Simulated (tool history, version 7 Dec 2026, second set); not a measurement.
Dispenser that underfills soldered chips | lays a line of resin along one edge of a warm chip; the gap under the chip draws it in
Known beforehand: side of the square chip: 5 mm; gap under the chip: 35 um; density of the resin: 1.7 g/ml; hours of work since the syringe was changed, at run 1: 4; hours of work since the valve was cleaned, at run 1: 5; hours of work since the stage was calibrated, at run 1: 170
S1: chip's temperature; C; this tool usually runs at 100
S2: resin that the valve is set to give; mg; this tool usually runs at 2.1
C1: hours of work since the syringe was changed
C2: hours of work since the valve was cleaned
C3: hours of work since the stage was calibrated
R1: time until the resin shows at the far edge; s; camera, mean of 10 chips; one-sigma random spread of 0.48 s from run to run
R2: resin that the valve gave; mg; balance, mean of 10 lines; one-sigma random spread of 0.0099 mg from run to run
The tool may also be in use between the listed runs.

| run | hour | S1 | S2 | C1 | C2 | C3 | R1 | R2 |
|---|---|---|---|---|---|---|---|---|
| 1 | 0 | 100 | 2.1 | 4 | 5 | 170 | 47.7 | 2.094 |
|  | 3.1 | new syringe of resin |
|  | 12.2 | new syringe of resin |
| 2 | 14.1 | 100 | 2.1 | 1 | 14 | 179 | 41.5 | 2.087 |
|  | 20.4 | new syringe of resin |
| 3 | 23.6 | 100 | 2.1 | 2 | 21 | 186 | 43.8 | 2.078 |
|  | 29.1 | new syringe of resin |
| 4 | 33 | 100 | 2.1 | 3 | 27 | 192 | 44.1 | 2.038 |
|  | 38.5 | new syringe of resin |
| 5 | 45.1 | 100 | 2.1 | 5 | 35 | 200 | 49.7 | 2.03 |
|  | 47.5 | new syringe of resin |
|  | 55.8 | new syringe of resin |
| 6 | 57.3 | 100 | 2.1 | 1 | 43 | 208 | 41.5 | 2.029 |
|  | 64.2 | new syringe of resin |
| 7 | 67.5 | 100 | 1.85 | 2 | 50 | 215 | 46.2 | 1.79 |
|  | 72.9 | new syringe of resin |
|  | 82 | new syringe of resin |
| 8 | 82 | 100 | 1.85 | 0 | 60 | 225 | 39.9 | 1.769 |
|  | 90.5 | new syringe of resin |
| 9 | 91.3 | 100 | 1.85 | 1 | 66 | 231 | 44 | 1.764 |
|  | 98.8 | new syringe of resin |
|  | 107 | new syringe of resin |
| 10 | 107.7 | 100 | 1.85 | 0 | 77 | 242 | 42.1 | 1.75 |
|  | 115.4 | new syringe of resin |
| 11 | 118.8 | 100 | 2.1 | 2 | 85 | 249 | 44.4 | 1.978 |
|  | 121.4 | dispensing valve cleaned and set on the balance |
|  | 124.6 | new syringe of resin |
|  | 132.9 | new syringe of resin |
| 12 | 136.2 | 93 | 2.1 | 2 | 10 | 260 | 54.1 | 2.079 |
|  | 141.3 | new syringe of resin |
| 13 | 146 | 100 | 2.1 | 3 | 16 | 267 | 47.4 | 2.084 |
|  | 150.3 | new syringe of resin |
|  | 159.1 | new syringe of resin |
| 14 | 159.1 | 100 | 2.44 | 0 | 25 | 276 | 38.7 | 2.406 |
|  | 168.3 | new syringe of resin |
| 15 | 171.3 | 100 | 2.03 | 2 | 33 | 284 | 43.7 | 1.977 |
|  | 176.9 | new syringe of resin |
| 16 | 178.6 | 100 | 2.03 | 1 | 38 | 289 | 41.6 | 1.973 |
|  | 185.8 | new syringe of resin |
| 17 | 189.8 | 98 | 2.1 | 3 | 46 | 296 | 49.7 | 2.007 |
|  | 194.5 | new syringe of resin |
| 18 | 199.5 | 98 | 2.1 | 3 | 52 | 303 | 50 | 2.035 |

Expected results for the next run?
|  | 203.2 | new syringe of resin |
|  | 212.2 | new syringe of resin |
| 19 | 215.4 | 112 | 2.1 | 2 | 63 | 313 | ? | ? |

Run 19 measured R1 32.8 s, R2 1.992 mg.
If the tool had no hidden condition, the same run with the same run-to-run variation would have returned R1 28 s, R2 2.081 mg.
